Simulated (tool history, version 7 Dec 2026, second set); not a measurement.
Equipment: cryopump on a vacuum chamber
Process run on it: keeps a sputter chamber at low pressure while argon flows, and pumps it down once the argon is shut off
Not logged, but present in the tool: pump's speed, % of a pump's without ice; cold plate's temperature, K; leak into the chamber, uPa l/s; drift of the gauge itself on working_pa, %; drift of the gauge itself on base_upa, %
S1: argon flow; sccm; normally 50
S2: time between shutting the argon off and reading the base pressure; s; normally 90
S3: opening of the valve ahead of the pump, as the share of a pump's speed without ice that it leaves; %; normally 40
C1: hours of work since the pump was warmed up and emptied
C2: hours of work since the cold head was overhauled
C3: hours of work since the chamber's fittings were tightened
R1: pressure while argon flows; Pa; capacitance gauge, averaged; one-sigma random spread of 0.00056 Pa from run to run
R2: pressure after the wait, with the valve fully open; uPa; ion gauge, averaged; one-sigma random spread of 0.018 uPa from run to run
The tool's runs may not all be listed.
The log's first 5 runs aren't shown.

| run | hour | S1 | S2 | S3 | C1 | C2 | C3 | R1 | R2 |
|---|---|---|---|---|---|---|---|---|---|
| 6 | 262.3 | 50 | 90 | 40 | 437 | 915 | 591 | 0.1172 | 1.23 |
|  | 309.4 | pump warmed up, emptied and cooled again |
| 7 | 323.1 | 50 | 256 | 40 | 6 | 940 | 616 | 0.1117 | 0.61 |
| 8 | 383.0 | 50 | 90 | 40 | 33 | 967 | 643 | 0.1116 | 1.15 |
| 9 | 430.0 | 50 | 27 | 40 | 54 | 988 | 664 | 0.1126 | 3.14 |
| 10 | 477.7 | 50 | 27 | 40 | 76 | 1010 | 686 | 0.1121 | 3.13 |
| 11 | 538.0 | 50 | 27 | 40 | 103 | 1037 | 713 | 0.1130 | 3.19 |
| 12 | 584.6 | 50 | 90 | 40 | 124 | 1058 | 734 | 0.1133 | 1.25 |
| 13 | 629.2 | 50 | 90 | 40 | 144 | 1078 | 754 | 0.1142 | 1.22 |
| 14 | 688.8 | 30 | 90 | 40 | 171 | 1105 | 781 | 0.0681 | 1.23 |
| 15 | 741.5 | 30 | 36 | 40 | 195 | 1129 | 805 | 0.0687 | 2.54 |
| 16 | 803.0 | 30 | 36 | 40 | 223 | 1156 | 833 | 0.0692 | 2.43 |
| 17 | 849.3 | 30 | 36 | 40 | 244 | 1177 | 853 | 0.0703 | 2.53 |
| 18 | 906.5 | 30 | 36 | 40 | 270 | 1203 | 879 | 0.0697 | 2.50 |
| 19 | 941.0 | 30 | 36 | 40 | 285 | 1219 | 895 | 0.0701 | 2.52 |
| 20 | 999.9 | 30 | 36 | 40 | 312 | 1245 | 921 | 0.0696 | 2.55 |

For run 21, what comes out?
| 21 | 1049.0 | 98 | 36 | 44 | 334 | 1268 | 944 | ? | ? |

{"run 21": {"R1": 0.21, "R2": 2.54}}
Take away the tool's hidden state, keep the run-to-run variation as it was, and the same run would have given R1 0.1968 Pa, R2 2.28 uPa.

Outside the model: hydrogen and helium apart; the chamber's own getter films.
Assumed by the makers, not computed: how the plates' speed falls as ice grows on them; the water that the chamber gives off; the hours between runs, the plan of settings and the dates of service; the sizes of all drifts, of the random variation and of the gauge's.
